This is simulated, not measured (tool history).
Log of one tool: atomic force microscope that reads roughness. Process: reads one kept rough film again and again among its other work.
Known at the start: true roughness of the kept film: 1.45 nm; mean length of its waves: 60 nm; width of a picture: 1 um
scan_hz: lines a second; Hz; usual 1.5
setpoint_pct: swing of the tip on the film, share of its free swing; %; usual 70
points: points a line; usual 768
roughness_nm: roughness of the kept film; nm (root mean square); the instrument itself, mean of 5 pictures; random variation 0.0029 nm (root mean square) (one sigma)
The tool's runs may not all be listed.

run	hour	scan_hz	setpoint_pct	points	roughness_nm
1	0	1.5	70	768	1.36
# hour 11.1: new tip fitted
2	23.7	1.5	70	768	1.36
3	53.4	1.5	70	542	1.36
4	79.2	1.5	69	768	1.362
5	108.8	1.5	69	768	1.363
6	130	1.5	69	768	1.366
7	155.6	1.5	70	768	1.362
8	181.9	1.4	70	768	1.365
9	199.3	0.69	70	768	1.393
# hour 224.7: new tip fitted
10	232.4	0.69	70	768	1.399
11	257.9	0.68	70	768	1.397
12	274.8	1.5	70	768	1.363
13	296.9	1.5	70	768	1.355
14	312.5	1.5	70	570	1.36
15	342.6	1.5	70	768	1.355
16	375.7	1.5	70	768	1.36
17	410.3	1.5	70	768	1.359
# hour 436.8: new tip fitted
18	445.7	1.5	60	768	1.388
19	467.5	1.5	60	857	1.396
20	487.2	1.5	70	768	1.356
21	505.9	1.5	60	768	1.393
22	521.1	2.94	60	768	1.349
23	544.1	2.94	60	553	1.357
24	559.4	2.94	60	553	1.356
25	576.5	2.94	60	553	1.354
26	592	1.5	85	768	1.282
27	614.9	0.93	87	952	1.324
28	634.4	0.93	87	952	1.326
# hour 649.1: new tip fitted
29	667.2	0.99	63	768	1.404
30	695.9	0.6	63	718	1.413
31	728	1.5	70	490	1.358
32	747.9	1.08	80	768	1.346
33	776.8	0.6	69	768	1.403
34	809.7	1.5	59	768	1.388
35	840.1	1.17	71	899	1.372
# hour 863.6: new tip fitted
36	868.8	1.17	71	899	1.372
37	897.2	1.17	71	899	1.376
38	921.3	0.67	88	288	1.342
39	945.1	0.67	88	288	1.349
40	964.8	3.65	64	957	1.308
41	996.7	3.65	64	957	1.309
42	1019.3	0.85	79	274	1.363
43	1035.4	0.85	79	274	1.36
44	1054	1.62	62	274	1.379
# hour 1076.3: new tip fitted
45	1082.8	3.48	70	267	1.267
46	1117.5	2.37	58	831	1.376
47	1146.4	2.37	58	831	1.379
48	1163.8	1.5	70	911	1.361
49	1188.8	1.5	76	718	1.333

Forecast each of these 4 alternatives for the next run:
A	1218.9	1.33	58	473	?
B	1218.9	2.93	61	397	?
C	1218.9	2.55	67	893	?
D	1218.9	0.6	76	718	?

run	roughness_nm
A	1.398
B	1.352
C	1.328
D	1.388
Without the tool's hidden state the same runs would have given:
run	roughness_nm
A	1.399
B	1.352
C	1.328
D	1.389

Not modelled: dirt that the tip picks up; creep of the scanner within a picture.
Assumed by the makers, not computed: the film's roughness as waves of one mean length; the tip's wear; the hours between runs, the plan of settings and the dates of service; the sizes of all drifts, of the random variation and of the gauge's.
